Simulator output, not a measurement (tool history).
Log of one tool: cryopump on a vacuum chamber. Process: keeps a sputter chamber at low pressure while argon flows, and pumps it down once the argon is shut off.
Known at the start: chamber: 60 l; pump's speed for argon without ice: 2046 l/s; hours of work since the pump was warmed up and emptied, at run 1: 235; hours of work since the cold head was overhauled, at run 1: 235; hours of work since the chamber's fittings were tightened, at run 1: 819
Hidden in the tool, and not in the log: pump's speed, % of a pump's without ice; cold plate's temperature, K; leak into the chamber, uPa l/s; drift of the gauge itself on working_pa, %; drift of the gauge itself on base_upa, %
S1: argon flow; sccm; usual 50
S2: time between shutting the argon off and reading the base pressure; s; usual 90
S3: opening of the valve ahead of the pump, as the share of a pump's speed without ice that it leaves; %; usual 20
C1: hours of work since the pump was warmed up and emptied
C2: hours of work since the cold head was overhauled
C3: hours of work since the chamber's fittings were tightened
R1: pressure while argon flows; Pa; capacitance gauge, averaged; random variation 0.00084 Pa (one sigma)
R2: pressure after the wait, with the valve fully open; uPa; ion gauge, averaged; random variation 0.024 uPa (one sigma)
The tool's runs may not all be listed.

{"run": 1, "hour": 0.0, "S1": 50, "S2": 90, "S3": 20, "C1": 235, "C2": 235, "C3": 819, "R1": 0.2108, "R2": 1.82}
{"run": 2, "hour": 11.5, "S1": 50, "S2": 90, "S3": 21, "C1": 242, "C2": 242, "C3": 827, "R1": 0.1991, "R2": 1.83}
{"run": 3, "hour": 22.2, "S1": 50, "S2": 90, "S3": 21, "C1": 250, "C2": 250, "C3": 834, "R1": 0.1994, "R2": 1.88}
{"run": 4, "hour": 30.4, "S1": 50, "S2": 22, "S3": 20, "C1": 255, "C2": 255, "C3": 839, "R1": 0.2093, "R2": 3.98}
{"run": 5, "hour": 43.2, "S1": 50, "S2": 22, "S3": 20, "C1": 264, "C2": 264, "C3": 848, "R1": 0.2089, "R2": 4.21}
{"run": 6, "hour": 54.7, "S1": 90, "S2": 22, "S3": 20, "C1": 272, "C2": 272, "C3": 856, "R1": 0.3779, "R2": 4.17}
{"run": 7, "hour": 65.4, "S1": 90, "S2": 22, "S3": 20, "C1": 279, "C2": 279, "C3": 863, "R1": 0.378, "R2": 4.14}

Run 8 comes next. What will it give?
{"run": 8, "hour": 77.2, "S1": 90, "S2": 22, "S3": 20, "C1": 287, "C2": 287, "C3": 871, "R1": "?", "R2": "?"}

R1: 0.377 Pa
R2: 4.22 uPa
Without the tool's hidden state the same run would have given R1 0.3709 Pa, R2 3.18 uPa.
